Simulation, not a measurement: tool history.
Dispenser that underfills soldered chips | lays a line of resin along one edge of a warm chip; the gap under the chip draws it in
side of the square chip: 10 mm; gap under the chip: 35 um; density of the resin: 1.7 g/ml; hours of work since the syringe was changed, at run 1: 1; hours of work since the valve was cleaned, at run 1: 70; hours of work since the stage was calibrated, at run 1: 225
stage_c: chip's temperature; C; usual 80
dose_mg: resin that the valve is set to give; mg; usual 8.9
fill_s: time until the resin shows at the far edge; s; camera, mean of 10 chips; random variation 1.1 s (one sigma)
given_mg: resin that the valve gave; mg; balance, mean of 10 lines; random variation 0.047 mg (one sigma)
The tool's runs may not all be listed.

run	hour	stage_c	dose_mg	hours of work since the syringe was changed	hours of work since the valve was cleaned	hours of work since the stage was calibrated	fill_s	given_mg
1	0	80	8.9	1	70	225	109.7	8.66
2	5.5	80	8.9	5	74	229	132.5	8.6
# hour 11: new syringe of resin
3	14.4	80	8.9	2	80	236	117	8.59
4	23.1	80	8.9	9	87	242	158.5	8.54
# hour 24.2: new syringe of resin
5	29.6	80	8.9	4	91	247	126.9	8.6
6	34.2	80	8.9	7	94	250	146.6	8.54
# hour 36.7: new syringe of resin
7	38.9	80	10.3	2	98	253	112.2	9.85
8	43.5	80	8.9	5	101	257	132.9	8.53
# hour 47: dispensing valve cleaned and set on the balance
# hour 50.7: new syringe of resin
9	52.9	80	8.9	2	4	263	114.2	8.93
10	59.2	80	8.9	6	9	267	138.2	8.83
# hour 63.1: new syringe of resin
11	63.4	80	8.9	0	12	270	103.9	8.84
12	71.5	80	8.9	6	18	276	138.2	8.84
# hour 75.7: new syringe of resin
13	80.6	74	8.9	4	24	282	159.5	8.81
14	84.8	74	8.9	7	27	286	184.4	8.82
# hour 88.4: new syringe of resin
15	89.8	79	9.4	1	31	289	116	9.26
16	94.2	90	8.9	4	34	292	85.7	8.75
# hour 100.9: new syringe of resin
17	101.4	68	8.96	0	39	297	181.3	8.86
18	108.6	68	8.96	6	44	303	230.2	8.83
19	112.4	85	10.36	8	47	305	122.6	10.05
# hour 113.5: new syringe of resin
20	117.2	83	10.84	3	50	309	104.6	10.57
21	122.9	83	10.84	7	54	313	126.6	10.54
# hour 126.3: new syringe of resin
22	127.3	83	8.18	1	57	316	100.7	7.96
23	135	91	9.44	6	63	321	91	9.21
# hour 138.7: new syringe of resin
24	142.6	75	10.17	3	68	327	144.2	9.91
25	146.4	75	10.17	6	71	330	161.1	9.83
# hour 151.5: new syringe of resin
26	154.2	78	8.9	2	77	335	127.1	8.64
27	163.4	78	11.36	9	83	342	169	10.93

4 ways to go on from here, each from the tool as it stands after run 27. What would each give?
# hour 164.3: new syringe of resin
A	171.4	86	8.9	5	89	348	?	?
# hour 164.3: new syringe of resin
B	171.4	80	10.64	5	89	348	?	?
# hour 164.3: new syringe of resin
C	171.4	86	10.03	5	89	348	?	?
# hour 164.3: new syringe of resin
D	171.4	82	8.65	5	89	348	?	?

run	fill_s	given_mg
A	105.4	8.51
B	131.8	10.19
C	102.8	9.57
D	124.8	8.37
Without the tool's hidden state the same runs would have given:
run	fill_s	given_mg
A	79.2	8.89
B	99.4	10.64
C	77.7	9.99
D	93.3	8.74
